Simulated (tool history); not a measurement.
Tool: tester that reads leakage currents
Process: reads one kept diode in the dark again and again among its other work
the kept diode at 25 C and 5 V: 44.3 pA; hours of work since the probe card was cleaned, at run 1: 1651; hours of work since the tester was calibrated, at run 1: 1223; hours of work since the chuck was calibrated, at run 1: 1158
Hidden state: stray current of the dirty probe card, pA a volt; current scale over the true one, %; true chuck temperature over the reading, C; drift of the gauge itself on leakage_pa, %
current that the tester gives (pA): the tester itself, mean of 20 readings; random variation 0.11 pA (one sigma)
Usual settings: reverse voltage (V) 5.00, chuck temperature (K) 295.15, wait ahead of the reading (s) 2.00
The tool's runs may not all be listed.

run,hour,reverse voltage (V),chuck temperature (K),wait ahead of the reading (s),hours of work since the probe card was cleaned,hours of work since the tester was calibrated,hours of work since the chuck was calibrated,current that the tester gives (pA)
1,0.0,5.00,295.15,2.00,1651,1223,1158,33.87
2,53.9,5.00,298.15,2.00,1685,1257,1192,43.17
3,94.1,5.00,295.15,2.00,1710,1282,1217,33.81
4,140.8,5.00,295.15,2.00,1739,1311,1245,33.92
5,181.1,5.00,295.15,2.00,1764,1336,1270,33.86
6,235.6,5.00,295.15,2.00,1798,1370,1304,33.83
7,267.3,5.00,295.15,0.31,1817,1389,1324,35.73
8,310.0,5.00,295.15,0.31,1844,1416,1350,35.49
9,364.2,5.00,295.15,0.31,1877,1449,1384,35.33
10,397.1,5.00,295.15,2.00,1898,1470,1404,33.66
11,457.3,5.00,295.15,2.00,1935,1507,1442,33.75
12,514.1,16.07,316.15,9.31,1970,1542,1477,300.63
13,540.5,1.29,305.15,1.58,1987,1559,1493,46.25
14,576.3,5.00,308.15,5.43,2009,1581,1516,98.37
15,606.8,11.43,314.15,1.22,2028,1600,1534,223.03
16,653.5,11.43,317.15,6.04,2057,1629,1563,282.60
17,715.2,11.43,317.15,0.75,2095,1667,1602,285.44
18,757.1,11.43,317.15,0.75,2121,1693,1628,284.70
# hour 795.7: chuck's temperature calibrated
19,814.7,15.49,295.15,2.11,2155,1727,12,71.24
20,855.4,15.49,295.15,2.11,2181,1753,37,71.09
21,909.6,15.49,296.15,2.11,2214,1786,71,76.66
22,970.1,15.49,296.15,2.11,2252,1824,108,76.71

Forecast each of these 4 alternatives for the next run:
A,996.7,3.76,308.15,1.53,2268,1840,125,?
B,996.7,8.31,308.15,2.00,2268,1840,125,?
C,996.7,11.11,296.15,2.11,2268,1840,125,?
D,996.7,5.32,305.15,1.69,2268,1840,125,?

run,current that the tester gives (pA)
A,107.15
B,145.21
C,64.76
D,94.88
Without the tool's hidden state the same runs would have given:
run,current that the tester gives (pA)
A,102.05
B,133.67
C,48.94
D,87.52
